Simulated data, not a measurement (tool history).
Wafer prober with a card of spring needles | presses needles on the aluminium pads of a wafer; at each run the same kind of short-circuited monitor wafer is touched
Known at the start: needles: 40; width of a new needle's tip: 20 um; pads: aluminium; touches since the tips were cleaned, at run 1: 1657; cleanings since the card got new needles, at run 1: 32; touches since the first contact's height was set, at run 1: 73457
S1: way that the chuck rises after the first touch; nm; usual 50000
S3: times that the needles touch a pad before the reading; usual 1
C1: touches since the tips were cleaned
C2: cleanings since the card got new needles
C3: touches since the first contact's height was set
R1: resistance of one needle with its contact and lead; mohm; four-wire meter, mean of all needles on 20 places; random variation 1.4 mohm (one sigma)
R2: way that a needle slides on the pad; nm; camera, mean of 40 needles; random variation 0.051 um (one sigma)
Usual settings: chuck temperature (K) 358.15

run 1 hour=0 | S1=50000 chuck_temperature_(K)=358.15 S3=1 | C1=1657 C2=32 C3=73457 | R1=154 R2=6850
-- hour=1.3 tips cleaned on abrasive film
-- hour=5.8 tips cleaned on abrasive film
run 2 hour=5.8 | S1=50000 chuck_temperature_(K)=358.15 S3=1 | C1=0 C2=34 C3=75920 | R1=136 R2=6820
-- hour=10.6 tips cleaned on abrasive film
run 3 hour=12.1 | S1=50000 chuck_temperature_(K)=358.15 S3=1 | C1=644 C2=35 C3=78674 | R1=145 R2=6870
-- hour=15.1 tips cleaned on abrasive film
-- hour=19.8 tips cleaned on abrasive film
-- hour=24.2 tips cleaned on abrasive film
run 4 hour=24.7 | S1=53000 chuck_temperature_(K)=358.15 S3=1 | C1=191 C2=38 C3=84133 | R1=136 R2=7320
-- hour=29.6 tips cleaned on abrasive film
-- hour=34.5 tips cleaned on abrasive film
run 5 hour=37 | S1=53000 chuck_temperature_(K)=358.15 S3=1 | C1=1081 C2=40 C3=89499 | R1=150 R2=7340
-- hour=39.2 tips cleaned on abrasive film
-- hour=43.9 tips cleaned on abrasive film
run 6 hour=44.2 | S1=50000 chuck_temperature_(K)=358.15 S3=1 | C1=162 C2=42 C3=92635 | R1=138 R2=6860
-- hour=48.7 tips cleaned on abrasive film
run 7 hour=52.1 | S1=50000 chuck_temperature_(K)=358.15 S3=1 | C1=1497 C2=43 C3=96064 | R1=156 R2=6820
-- hour=53.4 tips cleaned on abrasive film
-- hour=58 tips cleaned on abrasive film
run 8 hour=59.1 | S1=50000 chuck_temperature_(K)=358.15 S3=1 | C1=452 C2=45 C3=99082 | R1=141 R2=6780
-- hour=63 tips cleaned on abrasive film
run 9 hour=66 | S1=49000 chuck_temperature_(K)=358.15 S3=1 | C1=1352 C2=46 C3=102121 | R1=156 R2=6640
-- hour=67.9 tips cleaned on abrasive film
-- hour=73.3 tips cleaned on abrasive film
-- hour=77.9 tips cleaned on abrasive film
run 10 hour=78.2 | S1=30000 chuck_temperature_(K)=358.15 S3=1 | C1=115 C2=49 C3=107387 | R1=165 R2=3870
-- hour=82.9 tips cleaned on abrasive film
run 11 hour=86.6 | S1=30000 chuck_temperature_(K)=358.15 S3=1 | C1=1649 C2=50 C3=111078 | R1=219 R2=3860
-- hour=87.8 tips cleaned on abrasive film
-- hour=92.2 tips cleaned on abrasive film
run 12 hour=93.9 | S1=50000 chuck_temperature_(K)=358.15 S3=1 | C1=752 C2=52 C3=114236 | R1=146 R2=6780
-- hour=97.6 tips cleaned on abrasive film
-- hour=102 tips cleaned on abrasive film
run 13 hour=104.7 | S1=50000 chuck_temperature_(K)=358.15 S3=1 | C1=1212 C2=54 C3=118949 | R1=154 R2=6700
-- hour=107.3 tips cleaned on abrasive film
-- hour=112 tips cleaned on abrasive film
run 14 hour=113.7 | S1=45000 chuck_temperature_(K)=358.15 S3=1 | C1=784 C2=56 C3=122854 | R1=156 R2=6030
-- hour=117.1 tips cleaned on abrasive film
run 15 hour=119.7 | S1=50000 chuck_temperature_(K)=358.15 S3=1 | C1=1148 C2=57 C3=125444 | R1=151 R2=6680
-- hour=121.6 tips cleaned on abrasive film
-- hour=126.4 tips cleaned on abrasive film
run 16 hour=126.4 | S1=50000 chuck_temperature_(K)=358.15 S3=1 | C1=0 C2=59 C3=128314 | R1=138 R2=6680
-- hour=127.7 height of the first contact set anew
-- hour=131.5 tips cleaned on abrasive film
run 17 hour=132.3 | S1=50000 chuck_temperature_(K)=358.15 S3=1 | C1=377 C2=60 C3=1987 | R1=148 R2=6540
-- hour=136.6 tips cleaned on abrasive film
-- hour=141 tips cleaned on abrasive film
run 18 hour=141 | S1=43000 chuck_temperature_(K)=340.15 S3=2 | C1=0 C2=62 C3=5768 | R1=141 R2=5340
-- hour=145.6 tips cleaned on abrasive film
-- hour=146.7 height of the first contact set anew, once more
run 19 hour=149.9 | S1=49000 chuck_temperature_(K)=310.15 S3=3 | C1=1774 C2=63 C3=1419 | R1=134 R2=7090
-- hour=151 tips cleaned on abrasive film
-- hour=155.5 tips cleaned on abrasive film
run 20 hour=156 | S1=50000 chuck_temperature_(K)=304.15 S3=2 | C1=216 C2=65 C3=4026 | R1=127 R2=7160
-- hour=160.8 tips cleaned on abrasive film
run 21 hour=163.7 | S1=50000 chuck_temperature_(K)=324.15 S3=1 | C1=1285 C2=66 C3=7430 | R1=148 R2=7310
-- hour=165.8 tips cleaned on abrasive film
-- hour=170.7 tips cleaned on abrasive film
run 22 hour=170.7 | S1=50000 chuck_temperature_(K)=308.15 S3=1 | C1=0 C2=68 C3=10435 | R1=128 R2=7190
-- hour=175.9 tips cleaned on abrasive film
-- hour=180.9 tips cleaned on abrasive film
run 23 hour=182.4 | S1=32000 chuck_temperature_(K)=302.15 S3=2 | C1=664 C2=70 C3=15545 | R1=151 R2=4550
-- hour=185.6 tips cleaned on abrasive film
-- hour=190.3 tips cleaned on abrasive film
run 24 hour=193.3 | S1=50000 chuck_temperature_(K)=358.15 S3=1 | C1=1328 C2=72 C3=20298 | R1=151 R2=7150
-- hour=194.8 tips cleaned on abrasive film
-- hour=199.7 tips cleaned on abrasive film
-- hour=204.6 tips cleaned on abrasive film
run 25 hour=204.7 | S1=50000 chuck_temperature_(K)=304.15 S3=1 | C1=50 C2=75 C3=25214 | R1=127 R2=7100
-- hour=209.6 tips cleaned on abrasive film
run 26 hour=211 | S1=50000 chuck_temperature_(K)=338.15 S3=1 | C1=589 C2=76 C3=27940 | R1=141 R2=7190
-- hour=214.2 tips cleaned on abrasive film
-- hour=218.9 tips cleaned on abrasive film
run 27 hour=221.7 | S1=31000 chuck_temperature_(K)=338.15 S3=1 | C1=1249 C2=78 C3=32615 | R1=187 R2=4380
-- hour=223.8 tips cleaned on abrasive film
-- hour=228.2 tips cleaned on abrasive film
run 28 hour=228.2 | S1=63000 chuck_temperature_(K)=323.15 S3=2 | C1=0 C2=80 C3=35408 | R1=124 R2=9000
-- hour=233.2 tips cleaned on abrasive film
-- hour=238.5 tips cleaned on abrasive film
run 29 hour=241.1 | S1=63000 chuck_temperature_(K)=323.15 S3=2 | C1=1155 C2=82 C3=41036 | R1=131 R2=8980
-- hour=242.9 tips cleaned on abrasive film
-- hour=248.3 tips cleaned on abrasive film
run 30 hour=249.4 | S1=63000 chuck_temperature_(K)=323.15 S3=2 | C1=465 C2=84 C3=44624 | R1=126 R2=9030
-- hour=253.5 tips cleaned on abrasive film
-- hour=258.1 tips cleaned on abrasive film
run 31 hour=259.9 | S1=50000 chuck_temperature_(K)=308.15 S3=2 | C1=827 C2=86 C3=49226 | R1=134 R2=7000

3 ways to go on from here, each from the tool as it stands after run 31. What would each give?
-- hour=263.1 tips cleaned on abrasive film
run A hour=267.1 | S1=50000 chuck_temperature_(K)=310.15 S3=3 | C1=1766 C2=87 C3=52357 | R1=? R2=?
-- hour=263.1 tips cleaned on abrasive film
run B hour=267.1 | S1=58000 chuck_temperature_(K)=303.15 S3=1 | C1=1766 C2=87 C3=52357 | R1=? R2=?
-- hour=263.1 tips cleaned on abrasive film
run C hour=267.1 | S1=50000 chuck_temperature_(K)=382.15 S3=2 | C1=1766 C2=87 C3=52357 | R1=? R2=?

run=A R1=137 R2=6980
run=B R1=146 R2=8210
run=C R1=150 R2=7080
Without the tool's hidden state the same runs would have given:
run=A R1=125 R2=7230
run=B R1=123 R2=8470
run=C R1=133 R2=7340
